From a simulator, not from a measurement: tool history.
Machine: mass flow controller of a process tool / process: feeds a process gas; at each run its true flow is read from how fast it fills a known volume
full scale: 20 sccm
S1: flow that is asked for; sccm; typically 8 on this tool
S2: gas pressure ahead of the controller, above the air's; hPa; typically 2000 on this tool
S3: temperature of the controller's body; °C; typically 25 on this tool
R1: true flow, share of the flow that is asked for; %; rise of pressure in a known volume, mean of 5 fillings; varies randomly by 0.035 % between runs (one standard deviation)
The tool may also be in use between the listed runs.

run,hour,S1,S2,S3,R1
1,0.0,8,2000,25,98.73
2,334.3,8,1760,25,98.95
3,614.7,18,2000,25,98.91
4,902.9,18,2000,25,98.81
5,1221.3,8,2000,21,99.02
6,1404.1,2,2000,25,101.06
7,1553.6,2,2000,25,101.15
8,1771.0,2,2000,25,101.30
9,1979.4,8,2000,20,99.11
10,2232.4,8,2000,20,99.21
11,2448.6,15,2000,20,99.04
12,2662.8,15,2000,20,99.05
13,2940.8,15,2000,20,98.97
14,3147.6,15,2000,20,98.93
15,3420.9,8,2000,25,99.11
16,3627.0,6,2000,25,99.55
17,3869.9,3,1930,30,99.65
18,4049.8,4,1440,25,100.01
19,4279.1,4,1440,25,100.00
20,4559.9,8,2000,40,99.24
21,4831.1,8,2000,40,99.22
22,5043.3,8,2760,27,99.39
23,5222.3,8,2760,27,99.39
24,5372.7,8,2760,27,99.42
25,5600.0,11,2760,38,99.11
26,5805.3,9,2150,22,99.80
27,5988.2,8,2150,24,99.73
28,6314.6,5,2150,33,99.85
29,6574.0,8,2460,22,99.77
30,6731.0,8,1970,20,100.02
31,7013.9,8,1920,27,99.88

Missing from the log above: 1 entry noted between runs. For each, name the pair of listed runs it sits between and say how the tool's hidden condition differs from the listed run just before to the listed run just after:
From run 15 to run 16: controller exchanged for a calibrated one (hour 3619.7)
  flow at rest that the sensor doesn't see, % of full scale: 0.459 -> 0.071; true flow over the shown one, %: -1.6 -> -0.14
  difference, measured minus the result without the unlogged condition, R1: -0.46 -> +0.09 %

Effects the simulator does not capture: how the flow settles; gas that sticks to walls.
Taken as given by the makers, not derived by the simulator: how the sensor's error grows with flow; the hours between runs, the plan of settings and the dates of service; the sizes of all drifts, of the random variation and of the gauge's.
